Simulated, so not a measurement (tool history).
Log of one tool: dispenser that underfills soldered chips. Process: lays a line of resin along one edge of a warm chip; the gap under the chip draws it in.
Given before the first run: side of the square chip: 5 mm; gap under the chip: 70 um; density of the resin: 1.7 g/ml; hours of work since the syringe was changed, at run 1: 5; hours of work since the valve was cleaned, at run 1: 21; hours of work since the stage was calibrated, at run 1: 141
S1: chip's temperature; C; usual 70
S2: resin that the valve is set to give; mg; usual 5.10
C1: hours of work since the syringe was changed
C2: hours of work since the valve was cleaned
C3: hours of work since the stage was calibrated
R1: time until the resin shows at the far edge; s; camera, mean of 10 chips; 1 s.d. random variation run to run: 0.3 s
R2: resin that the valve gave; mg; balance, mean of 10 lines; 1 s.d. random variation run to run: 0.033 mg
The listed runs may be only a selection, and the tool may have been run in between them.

| run | hour | S1 | S2 | C1 | C2 | C3 | R1 | R2 |
|---|---|---|---|---|---|---|---|---|
| 1 | 0.0 | 70 | 5.10 | 5 | 21 | 141 | 7.4 | 5.02 |
| 2 | 4.1 | 70 | 5.10 | 9 | 24 | 144 | 10.5 | 4.98 |
|  | 6.6 | new syringe of resin |
| 3 | 12.1 | 70 | 5.10 | 4 | 30 | 150 | 6.9 | 4.98 |
| 4 | 19.0 | 79 | 5.10 | 10 | 36 | 156 | 8.4 | 4.98 |
|  | 20.2 | new syringe of resin |
| 5 | 25.8 | 70 | 5.10 | 4 | 41 | 161 | 7.2 | 4.98 |
| 6 | 33.1 | 69 | 5.10 | 10 | 47 | 167 | 11.7 | 4.96 |
|  | 33.9 | new syringe of resin |
| 7 | 38.8 | 69 | 5.10 | 4 | 51 | 171 | 7.2 | 4.86 |
| 8 | 45.8 | 69 | 5.10 | 9 | 57 | 177 | 11.4 | 4.90 |
|  | 47.7 | new syringe of resin |
|  | 50.5 | dispensing valve cleaned and set on the balance |
| 9 | 53.2 | 59 | 4.43 | 4 | 2 | 181 | 9.3 | 4.47 |
| 10 | 57.4 | 59 | 4.43 | 7 | 5 | 185 | 12.4 | 4.47 |
|  | 62.2 | new syringe of resin |
| 11 | 66.0 | 59 | 4.43 | 3 | 12 | 191 | 9.4 | 4.42 |
| 12 | 71.8 | 70 | 4.55 | 8 | 17 | 196 | 8.8 | 4.45 |
|  | 76.4 | new syringe of resin |
| 13 | 79.4 | 75 | 5.40 | 2 | 22 | 202 | 4.9 | 5.27 |
| 14 | 84.2 | 75 | 5.40 | 6 | 26 | 206 | 6.1 | 5.24 |

What if the next run were any one of these 5? Each begins from the tool's condition after run 14:
|  | 90.4 | new syringe of resin |
| A | 93.5 | 82 | 5.41 | 2 | 33 | 213 | ? | ? |
|  | 90.4 | new syringe of resin |
| B | 93.5 | 84 | 4.38 | 2 | 33 | 213 | ? | ? |
|  | 90.4 | new syringe of resin |
| C | 93.5 | 66 | 4.85 | 2 | 33 | 213 | ? | ? |
|  | 90.4 | new syringe of resin |
| D | 93.5 | 62 | 5.68 | 2 | 33 | 213 | ? | ? |
|  | 90.4 | new syringe of resin |
| E | 93.5 | 79 | 4.67 | 2 | 33 | 213 | ? | ? |

| run | R1 | R2 |
|---|---|---|
| A | 3.7 | 5.35 |
| B | 4.3 | 4.22 |
| C | 7.1 | 4.64 |
| D | 7.2 | 5.52 |
| E | 4.8 | 4.59 |
Had the tool no hidden state, the same runs would have come out as:
| run | R1 | R2 |
|---|---|---|
| A | 3.0 | 5.49 |
| B | 3.6 | 4.34 |
| C | 5.9 | 4.77 |
| D | 5.8 | 5.67 |
| E | 3.9 | 4.72 |
